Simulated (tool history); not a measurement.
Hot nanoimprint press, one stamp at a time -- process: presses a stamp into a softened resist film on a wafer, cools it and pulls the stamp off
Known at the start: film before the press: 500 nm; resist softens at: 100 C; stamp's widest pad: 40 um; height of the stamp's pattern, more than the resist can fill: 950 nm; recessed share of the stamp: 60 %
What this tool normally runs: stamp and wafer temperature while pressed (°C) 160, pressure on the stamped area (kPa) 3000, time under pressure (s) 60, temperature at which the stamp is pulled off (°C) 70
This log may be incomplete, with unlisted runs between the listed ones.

run    hour  stamp and wafer temperature while pressed (°C)  pressure on the stamped area (kPa)  time under pressure (s)  temperature at which the stamp is pulled off (°C)  resist left under the stamp's widest pad (nm)  greatest force while the stamp is pulled off (N)
  1     0.0                                             160                                3000                       60                                                 70                                          272.2                                               202
       32.7  -- stamp cleaned and given a new release coat
  2    90.3                                             160                                3000                       60                                                 70                                          271.7                                               142
  3   184.5                                             160                                3000                       60                                                 70                                          268.4                                               163
  4   241.1                                             160                                3000                       60                                                 70                                          273.4                                               167
  5   297.8                                             160                                3000                       60                                                 70                                          268.7                                               176
  6   378.4                                             160                                3000                       60                                                 70                                          269.3                                               183
  7   420.1                                             160                                3000                       88                                                 70                                          235.4                                               203
  8   491.1                                             160                                3000                       88                                                 70                                          231.6                                               207
      527.3  -- stamp cleaned and given a new release coat
  9   550.7                                             160                                3000                       88                                                 70                                          234.5                                               143
      596.2  -- press's hydraulic seals changed and the load cell set to zero
 10   647.0                                             160                                3000                       88                                                 70                                          228.3                                               150
 11   687.9                                             160                                3000                       88                                                 70                                          225.3                                               160
 12   738.3                                             160                                3000                       88                                                 70                                          225.3                                               166
 13   803.0                                             160                                3000                       88                                                 64                                          224.3                                               179
 14   848.1                                             160                                3000                       88                                                 64                                          225.4                                               193
 15   926.6                                             160                                3000                       88                                                 64                                          225.0                                               196
      957.0  -- plate thermocouple calibrated
 16   976.1                                             160                                2930                       60                                                 59                                          274.8                                               210
     1030.5  -- stamp cleaned and given a new release coat
 17  1075.6                                             168                                2070                       60                                                 70                                          235.8                                               145
 18  1176.6                                             168                                2640                       36                                                 70                                          253.4                                               163
 19  1268.2                                             168                                2640                       36                                                 70                                          250.7                                               171
 20  1356.7                                             168                                2640                       36                                                 70                                          251.1                                               196
 21  1449.7                                             156                                2170                      115                                                 69                                          286.6                                               204
     1518.6  -- stamp cleaned and given a new release coat
 22  1533.7                                             156                                1940                      115                                                 69                                          297.1                                               141
 23  1617.7                                             156                                1940                      115                                                 69                                          300.0                                               148
 24  1658.6                                             156                                1940                       69                                                 75                                          341.3                                               150
 25  1741.9                                             156                                4190                       69                                                 65                                          251.2                                               179
 26  1838.0                                             162                                3000                       60                                                 61                                          243.5                                               196
 27  1931.8                                             169                                3000                       70                                                 60                                          172.8                                               220
 28  1984.1                                             169                                3000                       70                                                 60                                          171.4                                               214
     2002.5  -- plate thermocouple calibrated
     2017.5  -- stamp cleaned and given a new release coat
 29  2067.4                                             166                                1940                       66                                                 73                                          261.4                                               139
 30  2135.0                                             166                                1940                       66                                                 73                                          259.3                                               154

Branching from run 30: 4 alternative next runs. What would each branch give?
  A  2235.3                                             160                                3960                       47                                                 64                                              ?                                                 ?
  B  2235.3                                             166                                1970                       33                                                 56                                              ?                                                 ?
  C  2235.3                                             160                                1870                       60                                                 58                                              ?                                                 ?
  D  2235.3                                             166                                2270                       81                                                 58                                              ?                                                 ?

run  resist left under the stamp's widest pad (nm)  greatest force while the stamp is pulled off (N)
  A                                          267.5                                               180
  B                                          318.8                                               185
  C                                          330.2                                               185
  D                                          222.9                                               191
Had the tool no hidden state, the same runs would have come out as:
run  resist left under the stamp's widest pad (nm)  greatest force while the stamp is pulled off (N)
  A                                          260.8                                               146
  B                                          315.1                                               151
  C                                          326.6                                               151
  D                                          219.2                                               156
